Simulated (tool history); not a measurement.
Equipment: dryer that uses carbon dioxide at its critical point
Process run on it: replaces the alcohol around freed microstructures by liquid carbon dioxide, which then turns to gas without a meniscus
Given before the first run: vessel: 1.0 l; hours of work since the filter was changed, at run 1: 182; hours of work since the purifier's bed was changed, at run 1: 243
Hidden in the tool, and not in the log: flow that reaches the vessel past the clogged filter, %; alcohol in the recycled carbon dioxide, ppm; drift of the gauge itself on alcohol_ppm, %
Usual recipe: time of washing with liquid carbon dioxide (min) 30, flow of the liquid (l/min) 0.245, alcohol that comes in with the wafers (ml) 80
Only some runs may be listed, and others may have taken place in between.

| run | hour | time of washing with liquid carbon dioxide (min) | flow of the liquid (l/min) | alcohol that comes in with the wafers (ml) | hours of work since the filter was changed | hours of work since the purifier's bed was changed | alcohol left in the vessel before it's heated (ppm by volume) |
|---|---|---|---|---|---|---|---|
| 1 | 0 | 30 | 0.245 | 80 | 182 | 243 | 125 |
| 2 | 8.8 | 30 | 0.245 | 80 | 186 | 247 | 124 |
| 3 | 18.1 | 30 | 0.245 | 80 | 191 | 252 | 113 |
| 4 | 35.4 | 30 | 0.245 | 80 | 199 | 260 | 130 |
| 5 | 49.7 | 30 | 0.313 | 80 | 206 | 267 | 53 |
| 6 | 66.3 | 32 | 0.245 | 80 | 214 | 275 | 105 |
| 7 | 84.4 | 32 | 0.245 | 80 | 223 | 284 | 99 |
| 8 | 93.5 | 32 | 0.245 | 80 | 227 | 288 | 91 |
| 9 | 102.7 | 44 | 0.245 | 80 | 232 | 293 | 49 |
| 10 | 110.1 | 44 | 0.245 | 80 | 235 | 296 | 49 |
| 11 | 124.9 | 30 | 0.262 | 80 | 242 | 303 | 100 |
| 12 | 135.2 | 30 | 0.262 | 80 | 247 | 308 | 99 |
| 13 | 151.4 | 30 | 0.262 | 80 | 255 | 316 | 111 |
| 14 | 160.9 | 30 | 0.263 | 80 | 260 | 321 | 113 |
| 15 | 169.8 | 30 | 0.263 | 80 | 264 | 325 | 103 |
|  | 176.4 | inlet filter changed |
| 16 | 181.2 | 30 | 0.263 | 80 | 2 | 330 | 91 |
| 17 | 190.2 | 30 | 0.263 | 80 | 7 | 334 | 90 |
| 18 | 201.7 | 30 | 0.245 | 80 | 12 | 340 | 108 |
| 19 | 218.4 | 30 | 0.245 | 80 | 20 | 348 | 110 |
| 20 | 232.5 | 30 | 0.245 | 80 | 27 | 355 | 111 |
| 21 | 244.2 | 30 | 0.245 | 80 | 33 | 361 | 121 |
| 22 | 258.9 | 30 | 0.245 | 80 | 40 | 368 | 114 |
| 23 | 267.1 | 30 | 0.245 | 80 | 44 | 372 | 119 |
| 24 | 281.5 | 30 | 0.245 | 80 | 51 | 379 | 122 |
| 25 | 295.4 | 31 | 0.325 | 36 | 58 | 385 | 46 |
| 26 | 311.5 | 31 | 0.325 | 36 | 65 | 393 | 42 |
| 27 | 323.6 | 21 | 0.254 | 62 | 71 | 399 | 430 |
| 28 | 332.1 | 30 | 0.161 | 80 | 75 | 403 | 932 |
| 29 | 343.3 | 30 | 0.161 | 80 | 81 | 409 | 910 |
| 30 | 351.6 | 41 | 0.363 | 80 | 85 | 413 | 60 |
| 31 | 359.5 | 41 | 0.363 | 80 | 89 | 416 | 60 |
| 32 | 370.8 | 26 | 0.289 | 62 | 94 | 422 | 95 |
| 33 | 387.6 | 26 | 0.289 | 62 | 102 | 430 | 100 |
| 34 | 405.1 | 44 | 0.361 | 44 | 111 | 439 | 69 |
| 35 | 414.2 | 30 | 0.245 | 42 | 115 | 443 | 107 |
| 36 | 423.4 | 30 | 0.245 | 42 | 120 | 447 | 109 |
| 37 | 433.3 | 45 | 0.203 | 42 | 124 | 452 | 66 |
| 38 | 450.2 | 30 | 0.207 | 60 | 133 | 460 | 248 |
| 39 | 465.4 | 30 | 0.207 | 60 | 140 | 468 | 242 |
| 40 | 479 | 30 | 0.207 | 60 | 147 | 474 | 243 |
| 41 | 494.2 | 33 | 0.351 | 46 | 154 | 482 | 69 |
| 42 | 505.9 | 29 | 0.377 | 36 | 160 | 487 | 69 |
| 43 | 520.4 | 29 | 0.377 | 36 | 167 | 494 | 60 |
| 44 | 535.1 | 29 | 0.377 | 36 | 174 | 502 | 71 |
| 45 | 544 | 35 | 0.245 | 33 | 178 | 506 | 76 |
| 46 | 558.4 | 35 | 0.329 | 33 | 185 | 513 | 64 |
| 47 | 571.6 | 30 | 0.179 | 80 | 191 | 519 | 641 |

Consider 4 possible next runs. They are alternatives, not a sequence: every one starts from the tool as it was left by run 47. What does each give?
| A | 587.9 | 26 | 0.179 | 33 | 199 | 527 | ? |
| B | 587.9 | 18 | 0.225 | 25 | 199 | 527 | ? |
| C | 587.9 | 43 | 0.4 | 80 | 199 | 527 | ? |
| D | 587.9 | 30 | 0.179 | 28 | 199 | 527 | ? |

| run | alcohol left in the vessel before it's heated (ppm by volume) |
|---|---|
| A | 556 |
| B | 672 |
| C | 62 |
| D | 282 |
Without the tool's unlogged condition, the same runs would have read:
| run | alcohol left in the vessel before it's heated (ppm by volume) |
|---|---|
| A | 392 |
| B | 497 |
| C | 0 |
| D | 167 |

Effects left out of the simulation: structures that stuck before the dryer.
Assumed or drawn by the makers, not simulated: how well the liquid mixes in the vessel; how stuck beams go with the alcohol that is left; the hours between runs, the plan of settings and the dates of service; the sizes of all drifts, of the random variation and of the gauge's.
